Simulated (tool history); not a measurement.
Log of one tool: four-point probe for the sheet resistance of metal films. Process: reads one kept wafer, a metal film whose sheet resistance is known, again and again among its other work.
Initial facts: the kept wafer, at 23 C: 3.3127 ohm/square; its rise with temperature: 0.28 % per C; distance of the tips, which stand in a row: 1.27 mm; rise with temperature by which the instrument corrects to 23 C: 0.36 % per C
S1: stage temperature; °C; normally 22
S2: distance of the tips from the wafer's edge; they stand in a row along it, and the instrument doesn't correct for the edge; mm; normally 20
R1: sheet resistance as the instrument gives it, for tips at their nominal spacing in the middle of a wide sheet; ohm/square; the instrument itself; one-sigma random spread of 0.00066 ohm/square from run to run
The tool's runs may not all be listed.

Run 1, hour 0.0: usual settings. Result: R1 3.308294 ohm/square.
Run 2, hour 18.5: usual settings. Result: R1 3.307398 ohm/square.
Run 3, hour 32.4: usual settings. Result: R1 3.308737 ohm/square.
Run 4, hour 46.0: usual settings but S1 19 °C. Result: R1 3.316580 ohm/square.
Run 5, hour 58.0: usual settings but S1 26 °C. Result: R1 3.296721 ohm/square.
Run 6, hour 74.0: usual settings. Result: R1 3.306714 ohm/square.
Run 7, hour 81.8: usual settings. Result: R1 3.307946 ohm/square.
Run 8, hour 100.5: usual settings. Result: R1 3.308545 ohm/square.
Run 9, hour 117.4: usual settings but S1 31 °C. Result: R1 3.283286 ohm/square.
Run 10, hour 129.4: usual settings but S1 31 °C. Result: R1 3.282421 ohm/square.
Run 11, hour 142.5: usual settings. Result: R1 3.307755 ohm/square.
Run 12, hour 158.0: usual settings. Result: R1 3.307014 ohm/square.
Run 13, hour 171.9: usual settings but S2 41 mm. Result: R1 3.302370 ohm/square.
Run 14, hour 190.0: usual settings but S2 41 mm. Result: R1 3.302073 ohm/square.
Run 15, hour 204.6: usual settings but S2 41 mm. Result: R1 3.302131 ohm/square.
Run 16, hour 220.1: usual settings but S2 3 mm. Result: R1 3.587678 ohm/square.

For run 17, what comes out?
Run 17, hour 237.2: usual settings but S1 23 °C, S2 12 mm. Result: R1 ?.

R1: 3.318488 ohm/square
Without the tool's hidden state the same run would have given R1 3.333974 ohm/square.

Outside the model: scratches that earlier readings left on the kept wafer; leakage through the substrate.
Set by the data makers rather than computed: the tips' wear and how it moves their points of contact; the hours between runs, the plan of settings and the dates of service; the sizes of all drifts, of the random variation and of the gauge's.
